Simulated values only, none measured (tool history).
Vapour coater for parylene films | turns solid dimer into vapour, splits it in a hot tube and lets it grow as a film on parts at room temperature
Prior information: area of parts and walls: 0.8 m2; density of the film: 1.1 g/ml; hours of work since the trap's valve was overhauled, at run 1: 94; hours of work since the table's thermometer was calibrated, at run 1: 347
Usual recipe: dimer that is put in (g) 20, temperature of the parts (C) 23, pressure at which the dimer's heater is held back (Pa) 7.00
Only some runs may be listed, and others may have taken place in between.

run    hour  dimer that is put in (g)  temperature of the parts (C)  pressure at which the dimer's heater is held back (Pa)  hours of work since the trap's valve was overhauled  hours of work since the table's thermometer was calibrated  thickness of the film (µm)
  1     0.0                        20                            23                                                    7.00                                                   94                                                         347                       14.98
  2    36.3                        20                            23                                                    2.50                                                  125                                                         378                       18.55
  3    63.7                        20                            23                                                    2.50                                                  149                                                         401                       17.92
  4   104.1                        20                            23                                                    2.50                                                  183                                                         435                       17.74
  5   139.3                        20                            23                                                    2.50                                                  213                                                         465                       17.63
      152.0  -- trap's valve overhauled
  6   173.9                        20                            23                                                    2.50                                                   19                                                         491                       19.59
  7   201.7                        20                            23                                                    2.50                                                   42                                                         515                       19.34
  8   226.4                        20                            23                                                    2.50                                                   63                                                         536                       18.85
  9   260.5                        20                            23                                                    2.50                                                   92                                                         565                       18.61
 10   294.8                        15                            23                                                    7.00                                                  121                                                         594                       10.80
 11   327.5                        20                            23                                                    7.00                                                  149                                                         622                       14.49
 12   355.5                        11                            23                                                    7.00                                                  173                                                         646                        7.94
 13   386.8                        11                            23                                                    7.00                                                  200                                                         672                        7.68
      416.3  -- trap's valve overhauled
 14   431.0                        11                            23                                                    7.00                                                   12                                                         707                        8.44
 15   452.0                        11                            23                                                    7.00                                                   30                                                         724                        8.19
 16   472.4                        20                            23                                                    7.00                                                   48                                                         742                       14.99
 17   515.8                        20                            23                                                    7.00                                                   85                                                         779                       14.76
 18   533.4                        20                            23                                                    7.00                                                  100                                                         794                       14.56
 19   573.7                        20                            23                                                    7.00                                                  134                                                         828                       14.47
 20   615.4                        20                            23                                                    7.00                                                  169                                                         863                       13.93
 21   643.9                        20                            23                                                    7.00                                                  194                                                         888                       13.74
 22   671.2                        23                            32                                                    3.62                                                  217                                                         911                       12.27
      678.8  -- trap's valve overhauled
 23   699.1                        23                            32                                                    3.62                                                   17                                                         931                       13.77
 24   727.9                        23                            32                                                    3.62                                                   42                                                         956                       13.46
 25   761.1                        12                            23                                                    7.00                                                   70                                                         984                        8.88
      775.9  -- table's thermometer calibrated
 26   782.0                        20                            23                                                    3.15                                                   87                                                           5                       18.03
 27   814.4                        13                            23                                                    3.03                                                  115                                                          33                       11.64
 28   840.7                        15                            23                                                    7.00                                                  137                                                          55                       10.90
 29   875.3                        23                            21                                                   10.87                                                  166                                                          85                       16.63
 30   910.1                        27                            21                                                    6.33                                                  196                                                         114                       21.66
      943.5  -- trap's valve overhauled
 31   949.6                        27                            21                                                    6.33                                                    5                                                         144                       23.83
 32   974.9                        31                            15                                                    7.00                                                   27                                                         166                       34.09
 33  1003.0                        11                            15                                                   10.09                                                   51                                                         190                       11.18
 34  1024.3                        35                            24                                                    7.05                                                   69                                                         208                       25.69
 35  1052.8                         8                            26                                                   11.54                                                   93                                                         232                        4.70
 36  1077.6                         8                            26                                                    8.30                                                  114                                                         253                        4.92
 37  1111.1                        11                            28                                                    5.86                                                  143                                                         282                        6.73
 38  1150.2                        15                            28                                                    5.86                                                  176                                                         315                        8.99
 39  1187.4                        20                            17                                                    5.82                                                  208                                                         347                       19.03
     1205.1  -- trap's valve overhauled
 40  1224.3                        20                            17                                                    5.82                                                   16                                                         375                       20.86

Branching from run 40: 4 alternative next runs. What would each branch give?
  A  1254.3                        20                            21                                                   11.41                                                   42                                                         400                           ?
  B  1254.3                        20                            24                                                    5.24                                                   42                                                         400                           ?
  C  1254.3                        28                            25                                                    5.82                                                   42                                                         400                           ?
  D  1254.3                        31                            19                                                    5.82                                                   42                                                         400                           ?

run  thickness of the film (µm)
  A                       14.84
  B                       15.64
  C                       20.07
  D                       29.20
With the hidden condition removed and each run's random variation left untouched, the same runs would have given:
run  thickness of the film (µm)
  A                       15.53
  B                       16.37
  C                       21.00
  D                       30.56

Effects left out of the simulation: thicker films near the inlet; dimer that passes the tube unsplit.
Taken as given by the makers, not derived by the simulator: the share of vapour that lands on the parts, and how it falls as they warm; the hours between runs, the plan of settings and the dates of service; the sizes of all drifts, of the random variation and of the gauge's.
